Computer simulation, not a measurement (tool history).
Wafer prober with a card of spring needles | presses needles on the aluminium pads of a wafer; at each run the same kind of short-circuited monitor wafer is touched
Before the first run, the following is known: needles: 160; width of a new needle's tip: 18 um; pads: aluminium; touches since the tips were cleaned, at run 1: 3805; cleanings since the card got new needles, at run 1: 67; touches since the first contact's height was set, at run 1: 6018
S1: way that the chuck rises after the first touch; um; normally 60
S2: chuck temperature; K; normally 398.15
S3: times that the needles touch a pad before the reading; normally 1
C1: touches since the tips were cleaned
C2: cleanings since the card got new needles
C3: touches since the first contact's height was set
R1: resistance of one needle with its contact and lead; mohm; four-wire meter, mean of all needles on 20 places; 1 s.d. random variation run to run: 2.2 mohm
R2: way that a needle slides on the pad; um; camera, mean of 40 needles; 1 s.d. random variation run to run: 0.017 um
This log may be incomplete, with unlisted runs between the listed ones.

run	hour	S1	S2	S3	C1	C2	C3	R1	R2
1	0	60	398.15	1	3805	67	6018	240	16.68
# hour 10.9: tips cleaned on abrasive film
# hour 27.3: tips cleaned on abrasive film
2	35.3	60	398.15	1	4922	69	27597	241	16.67
# hour 42.6: tips cleaned on abrasive film
# hour 59.5: tips cleaned on abrasive film
# hour 76.7: tips cleaned on abrasive film
# hour 91.1: tips cleaned on abrasive film
# hour 100.9: height of the first contact set anew
3	100.9	60	376.15	1	5847	73	0	231	16.74
# hour 108.2: tips cleaned on abrasive film
# hour 125.5: tips cleaned on abrasive film
# hour 143.4: tips cleaned on abrasive film
4	151.2	60	398.15	1	4775	76	30718	234	16.79
# hour 158.4: tips cleaned on abrasive film
# hour 175.4: tips cleaned on abrasive film
# hour 191.6: tips cleaned on abrasive film
# hour 209.2: tips cleaned on abrasive film
# hour 212.4: height of the first contact set anew
5	212.4	60	301.15	1	1790	80	0	220	16.84
# hour 225.7: tips cleaned on abrasive film
# hour 243.8: tips cleaned on abrasive film
6	249.9	60	398.15	1	3763	82	22937	242	16.82
# hour 260.8: tips cleaned on abrasive film
# hour 277.9: tips cleaned on abrasive film
7	280.2	80	398.15	1	1397	84	41448	235	22.44
# hour 294.6: tips cleaned on abrasive film
# hour 311.9: tips cleaned on abrasive film
# hour 323: height of the first contact set anew
# hour 329.8: tips cleaned on abrasive film
8	340.2	48	398.15	1	6404	87	10559	246	13.51
# hour 347.3: tips cleaned on abrasive film
# hour 365.4: tips cleaned on abrasive film
# hour 379.8: tips cleaned on abrasive film
# hour 397.4: tips cleaned on abrasive film
9	398.8	60	398.15	1	876	91	46353	242	16.88
# hour 413.2: tips cleaned on abrasive film
# hour 431.3: tips cleaned on abrasive film
# hour 435.2: height of the first contact set anew
# hour 449.6: tips cleaned on abrasive film
# hour 467.3: tips cleaned on abrasive film
10	467.3	62	343.15	1	0	95	19666	227	17.51
# hour 485.3: tips cleaned on abrasive film
11	495.1	78	343.15	1	6050	96	36693	225	22.03
# hour 502.4: tips cleaned on abrasive film
# hour 519.5: tips cleaned on abrasive film
# hour 537.6: tips cleaned on abrasive film
# hour 545.1: height of the first contact set anew
12	551.7	78	343.15	1	8539	99	4116	220	22.08
# hour 554.8: tips cleaned on abrasive film
# hour 572.7: tips cleaned on abrasive film
# hour 590.1: tips cleaned on abrasive film
13	601.3	78	343.15	1	6920	102	34441	225	22.09
# hour 605: tips cleaned on abrasive film
# hour 619.5: tips cleaned on abrasive film
# hour 637.2: tips cleaned on abrasive film
14	650.2	50	390.15	1	8020	105	64332	242	14.18
# hour 653.9: tips cleaned on abrasive film
# hour 654.2: height of the first contact set anew
# hour 671.8: tips cleaned on abrasive film
15	679.2	60	372.15	1	4526	107	15318	234	17.08
# hour 688.8: tips cleaned on abrasive film
# hour 706.9: tips cleaned on abrasive film
16	708.8	77	372.15	3	1195	109	33427	233	21.93
# hour 723.1: tips cleaned on abrasive film
# hour 740.6: tips cleaned on abrasive film
17	754.2	77	372.15	3	8337	111	61212	231	21.93

Consider 4 possible next runs. They are alternatives, not a sequence: every one starts from the tool as it was left by run 17. What does each give?
# hour 757.9: tips cleaned on abrasive film
# hour 765: height of the first contact set anew
# hour 775.2: tips cleaned on abrasive film
# hour 793.3: tips cleaned on abrasive film
A	805.5	51	309.15	3	7512	114	24791	?	?
# hour 757.9: tips cleaned on abrasive film
# hour 765: height of the first contact set anew
# hour 775.2: tips cleaned on abrasive film
# hour 793.3: tips cleaned on abrasive film
B	805.5	77	299.15	2	7512	114	24791	?	?
# hour 757.9: tips cleaned on abrasive film
# hour 765: height of the first contact set anew
# hour 775.2: tips cleaned on abrasive film
# hour 793.3: tips cleaned on abrasive film
C	805.5	77	312.15	3	7512	114	24791	?	?
# hour 757.9: tips cleaned on abrasive film
# hour 765: height of the first contact set anew
# hour 775.2: tips cleaned on abrasive film
# hour 793.3: tips cleaned on abrasive film
D	805.5	54	398.15	1	7512	114	24791	?	?

run	R1	R2
A	223	14.54
B	212	21.96
C	215	21.96
D	243	15.38
With the hidden condition removed and each run's random variation left untouched, the same runs would have given:
run	R1	R2
A	223	14.19
B	212	21.42
C	215	21.42
D	243	15.01
